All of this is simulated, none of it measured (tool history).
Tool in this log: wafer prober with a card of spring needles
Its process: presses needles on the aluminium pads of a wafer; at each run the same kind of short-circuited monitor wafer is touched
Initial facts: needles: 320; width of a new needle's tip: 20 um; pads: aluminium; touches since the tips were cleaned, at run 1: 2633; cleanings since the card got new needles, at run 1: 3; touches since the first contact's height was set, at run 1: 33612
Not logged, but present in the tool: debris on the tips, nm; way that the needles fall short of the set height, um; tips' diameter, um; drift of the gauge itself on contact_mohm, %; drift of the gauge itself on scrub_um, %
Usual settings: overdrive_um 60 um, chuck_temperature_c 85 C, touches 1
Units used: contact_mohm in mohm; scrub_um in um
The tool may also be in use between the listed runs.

run,hour,overdrive_um,chuck_temperature_c,touches,touches since the tips were cleaned,cleanings since the card got new needles,touches since the first contact's height was set,contact_mohm,scrub_um
1,0.0,60,85,1,2633,3,33612,167,15.44
2,9.0,60,85,1,7231,3,38210,183,15.48
# hour 12.0: tips cleaned on abrasive film
3,20.3,60,85,1,4228,4,43951,177,15.45
# hour 29.2: tips cleaned on abrasive film
4,31.8,51,85,1,1341,5,49783,166,13.11
5,38.0,51,85,1,4493,5,52935,194,13.07
6,43.6,60,85,3,7396,5,55838,149,15.46
# hour 46.2: tips cleaned on abrasive film
7,49.1,60,85,3,1491,6,58576,140,15.44
8,53.8,60,85,2,3900,6,60985,155,15.38
# hour 62.7: tips cleaned on abrasive film
9,63.0,60,85,2,182,7,65645,136,15.36
10,71.9,60,85,2,4709,7,70172,160,15.36
# hour 79.5: tips cleaned on abrasive film
11,80.3,60,85,1,403,8,74443,141,15.33
12,89.1,60,85,1,4892,8,78932,178,15.29
# hour 96.2: tips cleaned on abrasive film
13,99.4,60,85,1,1645,9,84144,158,15.36
14,104.9,60,85,1,4461,9,86960,177,15.36
# hour 113.2: tips cleaned on abrasive film
15,114.5,60,103,1,683,10,91830,147,15.32
16,123.9,60,103,2,5479,10,96626,165,15.29
# hour 130.3: tips cleaned on abrasive film
17,135.1,60,103,2,2444,11,102321,154,15.29
18,143.1,43,68,2,6518,11,106395,199,10.85
# hour 147.4: tips cleaned on abrasive film
19,151.6,72,59,1,2137,12,110716,147,18.37
20,158.4,51,71,1,5586,12,114165,204,12.91
# hour 164.1: tips cleaned on abrasive film
21,165.9,60,67,1,937,13,117989,145,15.22
22,176.7,68,85,2,6431,13,123483,157,17.27
# hour 180.6: tips cleaned on abrasive film
23,185.5,69,35,2,2472,14,127932,137,17.51
24,196.9,69,35,2,8327,14,133787,152,17.62
# hour 198.1: tips cleaned on abrasive film
25,202.9,79,79,2,2446,15,136778,138,20.10
# hour 209.3: height of the first contact set anew
26,210.8,53,55,2,6330,15,749,170,13.71
# hour 215.2: tips cleaned on abrasive film
27,217.4,63,35,3,1082,16,4076,129,16.30
28,225.1,60,101,1,5054,16,8048,183,15.55
29,231.3,50,61,1,8217,16,11211,213,12.93
# hour 232.4: tips cleaned on abrasive film
30,239.5,43,116,2,3609,17,15329,189,11.12
# hour 248.9: tips cleaned on abrasive film
31,248.9,64,116,2,0,18,20130,135,16.51
32,255.6,42,51,1,3416,18,23546,220,10.81
# hour 265.7: tips cleaned on abrasive film
33,266.1,74,121,2,218,19,28872,134,19.11

Branching from run 33: 5 alternative next runs. What would each branch give?
A,273.7,74,103,3,4105,19,32759,?,?
B,273.7,47,85,1,4105,19,32759,?,?
C,273.7,43,53,1,4105,19,32759,?,?
D,273.7,78,30,1,4105,19,32759,?,?
E,273.7,67,31,3,4105,19,32759,?,?

run,contact_mohm,scrub_um
A,139,19.19
B,207,12.12
C,220,11.08
D,148,20.11
E,135,17.22
Without the tool's unlogged condition, the same runs would have read:
run,contact_mohm,scrub_um
A,127,19.28
B,134,12.21
C,130,11.17
D,117,20.20
E,119,17.30
